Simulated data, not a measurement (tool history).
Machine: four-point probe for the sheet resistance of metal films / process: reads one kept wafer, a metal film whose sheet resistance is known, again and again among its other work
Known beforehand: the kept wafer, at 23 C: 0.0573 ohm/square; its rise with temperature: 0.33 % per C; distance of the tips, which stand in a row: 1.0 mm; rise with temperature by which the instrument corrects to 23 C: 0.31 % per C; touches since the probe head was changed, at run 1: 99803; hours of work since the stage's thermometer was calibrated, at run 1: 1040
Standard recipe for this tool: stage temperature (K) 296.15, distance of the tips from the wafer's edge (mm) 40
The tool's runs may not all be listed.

run,hour,stage temperature (K),distance of the tips from the wafer's edge (mm),touches since the probe head was changed,hours of work since the stage's thermometer was calibrated,sheet resistance as the instrument gives it (ohm/square)
1,0.0,296.15,40,99803,1040,0.057333
2,68.9,296.15,40,103096,1080,0.057326
3,146.5,296.15,40,106801,1126,0.057335
# hour 164.3: new probe head fitted
4,185.4,296.15,40,1008,1148,0.057314
5,261.1,296.15,38,4628,1193,0.057317
6,310.8,296.15,38,6998,1222,0.057310
7,361.4,296.15,4,9417,1252,0.059168
8,413.6,297.15,40,11911,1282,0.057305
9,466.5,296.15,40,14439,1313,0.057305
10,505.6,303.15,40,16308,1336,0.057377
11,567.4,296.15,39,19260,1373,0.057312
12,623.1,296.15,39,21922,1405,0.057300
13,679.5,296.15,39,24613,1438,0.057334
14,732.2,298.15,39,27132,1469,0.057338
15,802.1,298.15,39,30470,1510,0.057353
16,836.9,298.15,39,32134,1531,0.057348
# hour 856.0: stage's thermometer calibrated
17,881.6,296.15,40,34244,15,0.057316
18,946.7,306.15,40,37356,53,0.057421
19,1017.8,306.15,40,40752,95,0.057414
20,1060.2,306.15,40,42777,120,0.057423
21,1100.2,306.15,40,44690,143,0.057415
22,1175.1,306.15,40,48267,187,0.057418
23,1241.4,296.15,40,51432,226,0.057324
24,1306.6,296.15,40,54550,265,0.057314
25,1338.8,306.15,64,56088,284,0.057413
26,1374.8,295.15,29,57806,305,0.057317
27,1408.0,293.15,40,59391,324,0.057286
28,1442.6,292.15,49,61045,345,0.057286
29,1520.1,292.15,49,64746,390,0.057294
30,1593.7,292.15,49,68266,433,0.057267
31,1665.5,292.15,49,71694,476,0.057275
32,1739.2,306.15,71,75216,519,0.057406
33,1801.1,306.15,71,78173,555,0.057426
34,1846.7,292.15,40,80350,582,0.057307
35,1899.6,294.15,7,82877,613,0.057919
36,1967.7,308.15,32,86129,653,0.057450
37,2035.3,293.15,3,89362,693,0.060498
38,2094.6,302.15,16,92196,728,0.057473
39,2138.8,302.15,16,94307,754,0.057479
40,2175.3,301.15,56,96047,775,0.057368
41,2217.8,294.15,8,98077,800,0.057747
42,2295.1,294.15,8,101772,845,0.057755
43,2327.4,296.15,39,103317,864,0.057339
44,2399.3,296.15,39,106750,907,0.057336
# hour 2418.4: new probe head fitted
45,2467.8,305.15,10,2360,946,0.057710

3 ways to go on from here, each from the tool as it stands after run 45. What would each give?
A,2525.9,300.15,40,5137,980,?
B,2525.9,305.15,7,5137,980,?
C,2525.9,303.15,10,5137,980,?

run,sheet resistance as the instrument gives it (ohm/square)
A,0.057347
B,0.058024
C,0.057662
Stripped of hidden state, with their random variation kept, the same runs would have yielded:
run,sheet resistance as the instrument gives it (ohm/square)
A,0.057351
B,0.058028
C,0.057666
